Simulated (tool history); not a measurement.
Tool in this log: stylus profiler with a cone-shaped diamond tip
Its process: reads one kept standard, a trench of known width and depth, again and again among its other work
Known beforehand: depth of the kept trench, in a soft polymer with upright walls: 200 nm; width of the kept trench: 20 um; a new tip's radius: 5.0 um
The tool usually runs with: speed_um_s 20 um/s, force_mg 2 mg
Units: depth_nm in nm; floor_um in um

{"run": 1, "day": 0.0, "speed_um_s": 20, "force_mg": 2, "depth_nm": 201.06, "floor_um": 17.09}
{"run": 2, "day": 0.475, "speed_um_s": 24, "force_mg": 2, "depth_nm": 201.22, "floor_um": 17.08}
{"run": 3, "day": 0.738, "speed_um_s": 24, "force_mg": 2, "depth_nm": 200.89, "floor_um": 17.06}
{"run": 4, "day": 1.296, "speed_um_s": 24, "force_mg": 2, "depth_nm": 200.98, "floor_um": 17.07}
{"run": 5, "day": 1.575, "speed_um_s": 24, "force_mg": 2, "depth_nm": 201.14, "floor_um": 17.07}
{"run": 6, "day": 1.871, "speed_um_s": 24, "force_mg": 2, "depth_nm": 200.94, "floor_um": 17.08}
{"run": 7, "day": 2.371, "speed_um_s": 24, "force_mg": 2, "depth_nm": 200.84, "floor_um": 17.02}
{"run": 8, "day": 2.992, "speed_um_s": 24, "force_mg": 2, "depth_nm": 201.3, "floor_um": 17.08}
{"run": 9, "day": 3.267, "speed_um_s": 6, "force_mg": 2, "depth_nm": 201.06, "floor_um": 17.11}
{"run": 10, "day": 3.55, "speed_um_s": 20, "force_mg": 2, "depth_nm": 201.11, "floor_um": 17.02}
{"run": 11, "day": 4.038, "speed_um_s": 20, "force_mg": 2, "depth_nm": 201.27, "floor_um": 17.13}
{"run": 12, "day": 4.429, "speed_um_s": 28, "force_mg": 1.09, "depth_nm": 200.78, "floor_um": 17.05}
{"run": 13, "day": 4.912, "speed_um_s": 29, "force_mg": 1.09, "depth_nm": 200.78, "floor_um": 16.96}
{"run": 14, "day": 5.471, "speed_um_s": 18, "force_mg": 2.35, "depth_nm": 201.49, "floor_um": 17.11}
{"run": 15, "day": 5.846, "speed_um_s": 25, "force_mg": 2.8, "depth_nm": 201.59, "floor_um": 17.02}
{"run": 16, "day": 6.146, "speed_um_s": 20, "force_mg": 1.21, "depth_nm": 200.84, "floor_um": 17.01}
{"run": 17, "day": 6.462, "speed_um_s": 19, "force_mg": 1.21, "depth_nm": 200.79, "floor_um": 17.13}
{"run": 18, "day": 6.908, "speed_um_s": 5, "force_mg": 1.01, "depth_nm": 200.67, "floor_um": 17.12}
{"run": 19, "day": 7.179, "speed_um_s": 7, "force_mg": 3.81, "depth_nm": 201.64, "floor_um": 17.09}
{"run": 20, "day": 7.821, "speed_um_s": 67, "force_mg": 2.92, "depth_nm": 201.46, "floor_um": 17.02}
{"run": 21, "day": 8.333, "speed_um_s": 67, "force_mg": 2.92, "depth_nm": 201.37, "floor_um": 17.04}
{"run": 22, "day": 8.662, "speed_um_s": 11, "force_mg": 4.15, "depth_nm": 201.75, "floor_um": 17.04}

Same runs, no hidden state in the tool, same run-to-run variation:
The hidden state here: radius of the tip, um; height scale over the true one, %; drift of the gauge itself on depth_nm, %; drift of the gauge itself on floor_um, %.
run=1 floor_um=17.13
run=2 floor_um=17.13
run=3 floor_um=17.11
run=4 floor_um=17.12
run=5 floor_um=17.12
run=6 floor_um=17.13
run=7 floor_um=17.08
run=8 floor_um=17.14
run=9 floor_um=17.17
run=10 floor_um=17.07
run=11 floor_um=17.19
run=12 floor_um=17.1
run=13 floor_um=17.02
run=14 floor_um=17.17
run=15 floor_um=17.08
run=16 floor_um=17.08
run=17 floor_um=17.19
run=18 floor_um=17.18
run=19 floor_um=17.15
run=20 floor_um=17.09
run=21 floor_um=17.11
run=22 floor_um=17.11
For depth_nm, the value without the hidden state is never more than 0.1 nm from the measured value.
